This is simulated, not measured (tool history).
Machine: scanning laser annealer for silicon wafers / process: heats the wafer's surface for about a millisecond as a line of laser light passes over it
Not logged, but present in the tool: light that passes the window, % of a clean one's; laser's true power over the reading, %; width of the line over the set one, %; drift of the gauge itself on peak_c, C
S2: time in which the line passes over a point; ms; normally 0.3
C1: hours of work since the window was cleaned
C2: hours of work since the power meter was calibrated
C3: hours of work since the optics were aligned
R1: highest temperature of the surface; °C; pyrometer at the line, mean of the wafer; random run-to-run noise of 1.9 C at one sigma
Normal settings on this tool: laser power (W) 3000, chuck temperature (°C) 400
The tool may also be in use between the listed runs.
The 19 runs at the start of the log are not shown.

{"run": 20, "hour": 252.3, "laser power (W)": 2659, "S2": 0.3, "chuck temperature (°C)": 400, "C1": 437, "C2": 309, "C3": 786, "R1": 1063}
{"run": 21, "hour": 263.2, "laser power (W)": 2659, "S2": 0.3, "chuck temperature (°C)": 400, "C1": 445, "C2": 317, "C3": 794, "R1": 1062}
{"run": 22, "hour": 272.6, "laser power (W)": 2953, "S2": 0.3, "chuck temperature (°C)": 421, "C1": 452, "C2": 324, "C3": 801, "R1": 1149}
{"run": 23, "hour": 283.4, "laser power (W)": 2953, "S2": 0.3, "chuck temperature (°C)": 421, "C1": 460, "C2": 332, "C3": 809, "R1": 1146}
{"hour": 288.1, "done": "window over the wafer cleaned"}
{"run": 24, "hour": 298.0, "laser power (W)": 3274, "S2": 0.282, "chuck temperature (°C)": 434, "C1": 7, "C2": 342, "C3": 818, "R1": 1222}
{"run": 25, "hour": 313.8, "laser power (W)": 2765, "S2": 0.358, "chuck temperature (°C)": 430, "C1": 19, "C2": 353, "C3": 830, "R1": 1207}
{"run": 26, "hour": 330.1, "laser power (W)": 3000, "S2": 0.288, "chuck temperature (°C)": 377, "C1": 31, "C2": 365, "C3": 842, "R1": 1114}
{"run": 27, "hour": 339.0, "laser power (W)": 3000, "S2": 0.288, "chuck temperature (°C)": 377, "C1": 38, "C2": 372, "C3": 848, "R1": 1109}

What will run 28 give?
{"run": 28, "hour": 350.1, "laser power (W)": 3000, "S2": 0.288, "chuck temperature (°C)": 377, "C1": 46, "C2": 380, "C3": 857, "R1": "?"}

{"run 28": {"R1": 1114}}
Take away the tool's hidden state, keep the run-to-run variation as it was, and the same run would have given R1 1120 °C.

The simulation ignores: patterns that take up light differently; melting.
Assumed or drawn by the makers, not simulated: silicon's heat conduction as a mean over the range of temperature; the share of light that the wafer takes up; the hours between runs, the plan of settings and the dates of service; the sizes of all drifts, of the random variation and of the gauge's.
